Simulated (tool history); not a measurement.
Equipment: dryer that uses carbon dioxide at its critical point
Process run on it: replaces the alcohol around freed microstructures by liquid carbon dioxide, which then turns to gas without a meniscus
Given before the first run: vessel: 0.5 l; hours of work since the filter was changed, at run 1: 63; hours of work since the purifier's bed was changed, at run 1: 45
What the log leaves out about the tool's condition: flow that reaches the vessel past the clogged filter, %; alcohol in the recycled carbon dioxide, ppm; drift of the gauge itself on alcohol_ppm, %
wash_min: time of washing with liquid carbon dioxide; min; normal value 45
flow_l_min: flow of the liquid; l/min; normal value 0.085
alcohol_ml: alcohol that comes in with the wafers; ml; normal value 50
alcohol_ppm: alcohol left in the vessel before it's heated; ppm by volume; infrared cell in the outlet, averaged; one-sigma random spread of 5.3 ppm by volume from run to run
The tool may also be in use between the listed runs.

run,hour,wash_min,flow_l_min,alcohol_ml,hours of work since the filter was changed,hours of work since the purifier's bed was changed,alcohol_ppm
1,0,45,0.085,50,63,45,141
2,9.1,45,0.085,50,67,49,145
3,13.4,45,0.085,50,69,51,141
4,23.8,45,0.085,50,73,55,146
5,31.1,45,0.085,53,76,58,162
6,37.6,45,0.0614,50,79,61,798
7,45.7,45,0.085,50,82,64,150
8,53.1,45,0.085,50,85,67,150
9,61.9,49,0.085,28,89,71,46
10,69.8,49,0.085,28,92,74,55
11,80.2,37,0.0547,50,96,78,2893
12,84.5,36,0.1238,50,98,80,71
13,91.7,58,0.0578,25,101,83,154
14,99.5,40,0.0517,62,104,86,3272
15,105.7,40,0.0607,62,107,89,1811

Forecast each of these 3 alternatives for the next run:
A,116.2,32,0.0919,46,111,93,?
B,116.2,48,0.0902,50,111,93,?
C,116.2,40,0.0607,26,111,93,?

run,alcohol_ppm
A,625
B,84
C,798
With the hidden condition removed and each run's random variation left untouched, the same runs would have given:
run,alcohol_ppm
A,509
B,59
C,670
